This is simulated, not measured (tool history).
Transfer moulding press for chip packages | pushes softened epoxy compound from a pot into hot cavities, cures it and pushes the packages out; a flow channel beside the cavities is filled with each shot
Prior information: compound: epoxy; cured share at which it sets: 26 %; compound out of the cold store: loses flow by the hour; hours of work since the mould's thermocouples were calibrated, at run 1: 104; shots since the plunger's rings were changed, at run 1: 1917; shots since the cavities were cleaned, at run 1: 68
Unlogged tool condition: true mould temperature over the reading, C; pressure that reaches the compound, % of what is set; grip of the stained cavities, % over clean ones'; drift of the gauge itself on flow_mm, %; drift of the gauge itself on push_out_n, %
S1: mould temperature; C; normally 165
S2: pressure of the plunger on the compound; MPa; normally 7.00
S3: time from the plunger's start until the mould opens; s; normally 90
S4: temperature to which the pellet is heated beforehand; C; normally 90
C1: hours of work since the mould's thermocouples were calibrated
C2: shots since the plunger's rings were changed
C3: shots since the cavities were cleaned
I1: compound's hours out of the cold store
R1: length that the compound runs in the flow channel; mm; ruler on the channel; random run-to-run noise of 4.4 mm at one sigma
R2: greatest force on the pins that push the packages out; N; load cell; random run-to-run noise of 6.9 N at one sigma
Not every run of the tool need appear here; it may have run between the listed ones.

run 1 hour=0.0 | S1=165 S2=7.00 S3=90 S4=90 | C1=104 C2=1917 C3=68 | I1=46.9 | R1=531 R2=295
run 2 hour=8.4 | S1=165 S2=7.00 S3=90 S4=84 | C1=110 C2=2035 C3=186 | I1=29.5 | R1=606 R2=360
run 3 hour=12.8 | S1=165 S2=7.00 S3=90 S4=90 | C1=114 C2=2096 C3=247 | I1=12.3 | R1=695 R2=391
run 4 hour=16.9 | S1=165 S2=7.00 S3=90 S4=90 | C1=117 C2=2154 C3=305 | I1=26.6 | R1=613 R2=428
run 5 hour=25.0 | S1=165 S2=7.00 S3=90 S4=90 | C1=123 C2=2267 C3=418 | I1=13.8 | R1=674 R2=452
run 6 hour=31.5 | S1=165 S2=7.00 S3=90 S4=90 | C1=128 C2=2358 C3=509 | I1=31.9 | R1=587 R2=453
run 7 hour=39.1 | S1=165 S2=7.00 S3=90 S4=90 | C1=134 C2=2464 C3=615 | I1=15.6 | R1=672 R2=491
run 8 hour=48.3 | S1=165 S2=7.00 S3=90 S4=90 | C1=141 C2=2593 C3=744 | I1=32.8 | R1=592 R2=493
-- hour=55.9 cavities cleaned with cleaning compound and waxed
run 9 hour=55.9 | S1=165 S2=7.00 S3=109 S4=83 | C1=145 C2=2679 C3=0 | I1=29.9 | R1=600 R2=245
run 10 hour=63.8 | S1=165 S2=7.00 S3=109 S4=83 | C1=151 C2=2789 C3=110 | I1=22.4 | R1=644 R2=291
run 11 hour=68.1 | S1=162 S2=7.00 S3=94 S4=89 | C1=154 C2=2849 C3=170 | I1=30.5 | R1=602 R2=384
run 12 hour=74.0 | S1=162 S2=7.00 S3=94 S4=99 | C1=159 C2=2932 C3=253 | I1=20.3 | R1=649 R2=412
run 13 hour=81.4 | S1=170 S2=7.00 S3=83 S4=99 | C1=165 C2=3036 C3=357 | I1=39.6 | R1=544 R2=389

4 options for the next run, each taken on its own from the tool as it stands now. Forecast them:
run A hour=86.4 | S1=170 S2=8.51 S3=83 S4=94 | C1=168 C2=3105 C3=426 | I1=11.6 | R1=? R2=?
run B hour=86.4 | S1=170 S2=7.00 S3=127 S4=99 | C1=168 C2=3105 C3=426 | I1=11.5 | R1=? R2=?
run C hour=86.4 | S1=161 S2=7.00 S3=89 S4=96 | C1=168 C2=3105 C3=426 | I1=27.2 | R1=? R2=?
run D hour=86.4 | S1=166 S2=6.19 S3=102 S4=90 | C1=168 C2=3105 C3=426 | I1=26.7 | R1=? R2=?

run=A R1=750 R2=420
run=B R1=672 R2=368
run=C R1=612 R2=520
run=D R1=577 R2=379
With no hidden state in the tool, these same runs would have given:
run=A R1=771 R2=261
run=B R1=691 R2=227
run=C R1=628 R2=329
run=D R1=592 R2=232
